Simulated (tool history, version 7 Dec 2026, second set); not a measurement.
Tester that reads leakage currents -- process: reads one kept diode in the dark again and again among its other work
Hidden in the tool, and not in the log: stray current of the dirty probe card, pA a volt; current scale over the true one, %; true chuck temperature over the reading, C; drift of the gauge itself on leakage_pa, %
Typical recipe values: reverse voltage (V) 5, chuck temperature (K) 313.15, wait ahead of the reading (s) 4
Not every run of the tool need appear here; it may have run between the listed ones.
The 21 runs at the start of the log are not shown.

| run | day | reverse voltage (V) | chuck temperature (K) | wait ahead of the reading (s) | hours of work since the probe card was cleaned | hours of work since the tester was calibrated | hours of work since the chuck was calibrated | current that the tester gives (pA) |
|---|---|---|---|---|---|---|---|---|
| 22 | 51.683 | 5 | 296.15 | 0.98 | 689 | 1625 | 792 | 176.71 |
| 23 | 53.342 | 5 | 296.15 | 0.98 | 709 | 1646 | 812 | 177.01 |
| 24 | 56.1 | 5 | 296.15 | 0.98 | 743 | 1679 | 845 | 178.14 |
| 25 | 57.479 | 5 | 296.15 | 0.98 | 759 | 1696 | 862 | 178.68 |
| 26 | 59.846 | 5 | 300.15 | 0.37 | 788 | 1724 | 891 | 236.23 |
| 27 | 63.246 | 5 | 300.15 | 0.37 | 829 | 1765 | 932 | 236.92 |
| 28 | 66.446 | 5 | 300.15 | 0.37 | 868 | 1804 | 970 | 240.74 |
| 29 | 68.654 | 5 | 300.15 | 0.37 | 895 | 1831 | 997 | 239.42 |
| 30 | 70.333 | 5 | 300.15 | 0.37 | 915 | 1851 | 1017 | 240.2 |
| 31 | 73.167 | 5 | 331.15 | 0.37 | 949 | 1885 | 1052 | 1713.96 |
| 32 | 75.096 | 5 | 331.15 | 0.37 | 973 | 1909 | 1075 | 1714.2 |
| 33 | 77.025 | 5 | 331.15 | 0.37 | 996 | 1932 | 1098 | 1718.61 |
| 34 | 79.617 | 7.65 | 312.15 | 4 | 1027 | 1964 | 1130 | 650.2 |

Each row is a separate what-if for the run after 34, all from the same tool condition, not one after another. Results?
|  | 82.996 | tester calibrated |
| A | 83.05 | 1.34 | 312.15 | 4 | 1068 | 1 | 1170 | ? |
|  | 82.996 | tester calibrated |
| B | 83.05 | 2.7 | 302.15 | 4 | 1068 | 1 | 1170 | ? |
|  | 82.996 | tester calibrated |
| C | 83.05 | 19.22 | 312.15 | 0.89 | 1068 | 1 | 1170 | ? |

| run | current that the tester gives (pA) |
|---|---|
| A | 292.29 |
| B | 205.58 |
| C | 977.03 |
What these runs would have given with no unlogged condition in the tool:
| run | current that the tester gives (pA) |
|---|---|
| A | 270.27 |
| B | 186.15 |
| C | 877.73 |

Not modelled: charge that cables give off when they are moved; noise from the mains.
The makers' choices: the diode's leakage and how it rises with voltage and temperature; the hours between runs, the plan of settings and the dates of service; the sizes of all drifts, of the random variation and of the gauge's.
